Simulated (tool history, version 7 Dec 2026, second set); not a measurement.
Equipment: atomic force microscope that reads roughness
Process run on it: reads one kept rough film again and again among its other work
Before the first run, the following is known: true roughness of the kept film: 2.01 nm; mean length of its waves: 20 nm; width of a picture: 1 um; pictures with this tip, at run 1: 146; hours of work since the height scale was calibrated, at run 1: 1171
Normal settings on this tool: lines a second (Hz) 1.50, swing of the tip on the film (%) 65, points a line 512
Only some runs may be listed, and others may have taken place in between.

run	hour	lines a second (Hz)	swing of the tip on the film (%)	points a line	pictures with this tip	hours of work since the height scale was calibrated	roughness of the kept film (nm (root mean square))
1	0.0	1.50	65	512	146	1171	1.741
# hour 20.5: new tip fitted
2	44.8	1.50	65	512	42	1193	1.749
3	84.0	1.50	65	512	109	1212	1.718
# hour 121.5: new tip fitted
4	155.9	1.50	65	339	60	1248	1.688
5	211.0	1.50	65	339	155	1275	1.715
# hour 221.3: new tip fitted
6	260.8	1.50	65	512	68	1299	1.737
# hour 326.4: new tip fitted
7	337.4	1.50	65	512	19	1337	1.740
8	380.7	1.50	65	512	94	1359	1.748
# hour 426.5: new tip fitted
9	435.9	1.50	65	512	17	1386	1.729
10	498.3	1.50	65	512	124	1417	1.734
# hour 526.7: new tip fitted
11	574.0	1.50	65	512	81	1454	1.717
# hour 631.8: new tip fitted
12	644.6	1.50	88	512	22	1489	1.564
13	707.9	1.50	65	512	131	1520	1.722
# hour 734.1: new tip fitted
14	782.5	1.50	65	512	84	1557	1.721
# hour 834.3: new tip fitted
15	840.7	1.50	65	512	11	1586	1.717
16	900.4	1.50	65	442	114	1615	1.729
# hour 934.8: new tip fitted
17	952.5	1.50	65	442	30	1641	1.734
18	987.1	1.50	65	786	90	1658	1.749
# hour 1036.8: new tip fitted
19	1051.3	1.50	65	786	25	1690	1.744
20	1130.6	1.50	65	786	162	1729	1.742
# hour 1137.0: new tip fitted
21	1191.4	2.64	65	512	94	1759	1.667
# hour 1238.5: new tip fitted
22	1254.3	2.64	65	512	27	1790	1.678
23	1305.5	1.50	65	512	115	1816	1.739
# hour 1339.9: new tip fitted
24	1357.1	1.50	78	512	29	1841	1.658
25	1419.8	1.50	56	512	138	1872	1.768
# hour 1440.5: new tip fitted
26	1461.5	1.01	65	706	36	1893	1.773
27	1494.6	1.66	65	706	93	1909	1.735
# hour 1544.3: new tip fitted
28	1576.6	3.48	88	706	56	1949	1.345
29	1616.4	3.48	88	706	124	1969	1.345
# hour 1646.8: new tip fitted
30	1681.1	3.82	88	934	59	2001	1.319
31	1734.2	0.53	65	785	151	2027	1.799
# hour 1749.8: new tip fitted
32	1791.3	3.67	73	261	72	2056	1.504
# hour 1852.9: new tip fitted
33	1867.4	3.34	73	261	25	2093	1.515
34	1919.6	0.67	67	512	116	2119	1.773
# hour 1955.3: new tip fitted
35	1973.7	0.54	65	512	32	2146	1.782
# hour 2055.1: new tip fitted
36	2055.1	1.50	63	512	0	2186	1.749
37	2127.8	1.50	63	512	125	2222	1.735
# hour 2156.9: new tip fitted
38	2187.9	1.50	63	512	53	2252	1.733
39	2222.1	2.02	67	403	112	2268	1.690
# hour 2257.3: new tip fitted
40	2257.3	0.80	69	882	0	2286	1.777
41	2334.3	0.66	83	934	133	2324	1.729
# hour 2363.8: new tip fitted
# hour 2377.6: height scale calibrated on a step standard
42	2414.0	1.50	64	722	85	18	1.748
# hour 2468.0: new tip fitted
43	2482.4	1.50	64	722	25	52	1.739
44	2542.8	1.71	65	512	130	82	1.739
# hour 2568.8: new tip fitted
45	2602.6	1.71	65	512	58	111	1.724
46	2658.7	0.55	89	472	155	139	1.706
# hour 2669.8: new tip fitted
47	2732.4	0.55	89	472	108	175	1.704
# hour 2769.6: new tip fitted
48	2769.6	0.87	89	274	0	194	1.614
49	2819.7	2.56	62	512	86	218	1.693
# hour 2873.9: new tip fitted
50	2881.8	2.38	69	944	14	249	1.678

Branching from run 50: 4 alternative next runs. What would each branch give?
A	2919.9	2.38	80	804	79	268	?
B	2919.9	2.38	69	326	79	268	?
C	2919.9	0.68	69	944	79	268	?
D	2919.9	1.50	90	281	79	268	?

run	roughness of the kept film (nm (root mean square))
A	1.579
B	1.635
C	1.785
D	1.533
What these runs would have given with no unlogged condition in the tool:
run	roughness of the kept film (nm (root mean square))
A	1.580
B	1.637
C	1.787
D	1.534
